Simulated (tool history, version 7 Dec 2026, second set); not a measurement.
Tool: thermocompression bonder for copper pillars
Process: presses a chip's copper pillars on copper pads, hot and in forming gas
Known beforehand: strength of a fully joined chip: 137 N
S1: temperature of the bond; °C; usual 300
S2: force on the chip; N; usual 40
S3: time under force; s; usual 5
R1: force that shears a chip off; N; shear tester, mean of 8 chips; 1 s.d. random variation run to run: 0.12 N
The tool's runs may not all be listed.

| run | hour | S1 | S2 | S3 | R1 |
|---|---|---|---|---|---|
| 1 | 0 | 300 | 40 | 5 | 55.8 |
| 2 | 7.6 | 300 | 40 | 5 | 55.5 |
| 3 | 13.4 | 310 | 40 | 5 | 61 |
| 4 | 22.2 | 325 | 40 | 5 | 69.3 |
| 5 | 26.9 | 300 | 40 | 5 | 55.8 |
| 6 | 31.9 | 316 | 40 | 5 | 64.2 |
| 7 | 36.9 | 316 | 40 | 5 | 64.4 |
| 8 | 42.5 | 300 | 40 | 5 | 56 |
| 9 | 51.1 | 300 | 40 | 8 | 66.5 |
| 10 | 59.1 | 300 | 40 | 8 | 66.3 |
| 11 | 66.4 | 300 | 40 | 5 | 56 |
| 12 | 73 | 302 | 40 | 5 | 57.3 |
| 13 | 79 | 302 | 40 | 5 | 56.9 |
| 14 | 86.9 | 300 | 40 | 12 | 76.5 |
| 15 | 94 | 300 | 40 | 12 | 76.6 |
| 16 | 100.7 | 300 | 40 | 12 | 76.5 |
| 17 | 106 | 324 | 40 | 5 | 69.3 |
| 18 | 114.9 | 324 | 40 | 5 | 69.5 |
| 19 | 124 | 300 | 40 | 5 | 56.3 |
| 20 | 134 | 300 | 40 | 5 | 56.3 |
| 21 | 138.7 | 300 | 40 | 5 | 56.7 |
| 22 | 145.6 | 274 | 40 | 3 | 34.7 |
| 23 | 153.7 | 276 | 40 | 5 | 44.5 |
| 24 | 162.6 | 276 | 40 | 5 | 44.2 |
| 25 | 169.9 | 276 | 40 | 5 | 44.2 |
| 26 | 175.9 | 276 | 40 | 5 | 44.1 |
|  | 182.6 | gauge calibrated |
| 27 | 182.6 | 276 | 40 | 5 | 43.4 |
| 28 | 190.4 | 318 | 27 | 6 | 51.6 |
| 29 | 195.1 | 318 | 27 | 6 | 51.6 |
| 30 | 201.7 | 318 | 27 | 6 | 52.1 |
| 31 | 207.6 | 318 | 27 | 6 | 51.8 |
| 32 | 213.1 | 282 | 31 | 5 | 37.5 |
| 33 | 219.3 | 274 | 31 | 5 | 34.1 |
| 34 | 228.1 | 315 | 40 | 5 | 63.8 |
| 35 | 235.9 | 315 | 40 | 5 | 64 |
| 36 | 245.3 | 315 | 40 | 5 | 64.3 |
| 37 | 252.9 | 320 | 40 | 3 | 55.4 |
| 38 | 262.9 | 316 | 58 | 14 | 108.3 |
| 39 | 272.4 | 300 | 45 | 3 | 50.5 |

The logged runs with the hidden state left out (each run's random variation unchanged):
Hidden conditions of the tool in this case: true temperature of the bond over the reading, C; force that reaches the chip, % of what is set; oxide that the forming gas leaves, % of the face; drift of the gauge itself on shear_n, %.
| run | R1 |
|---|---|
| 1 | 55.8 |
| 2 | 55.5 |
| 3 | 61 |
| 4 | 69.2 |
| 5 | 55.7 |
| 6 | 64 |
| 7 | 64.2 |
| 8 | 55.8 |
| 9 | 66.2 |
| 10 | 65.9 |
| 11 | 55.6 |
| 12 | 56.8 |
| 13 | 56.4 |
| 14 | 75.8 |
| 15 | 75.8 |
| 16 | 75.6 |
| 17 | 68.5 |
| 18 | 68.6 |
| 19 | 55.5 |
| 20 | 55.5 |
| 21 | 55.8 |
| 22 | 34.2 |
| 23 | 43.7 |
| 24 | 43.4 |
| 25 | 43.4 |
| 26 | 43.2 |
| 27 | 43.4 |
| 28 | 51.6 |
| 29 | 51.6 |
| 30 | 52 |
| 31 | 51.8 |
| 32 | 37.4 |
| 33 | 34 |
| 34 | 63.6 |
| 35 | 63.6 |
| 36 | 63.9 |
| 37 | 55 |
| 38 | 107.3 |
| 39 | 50.1 |
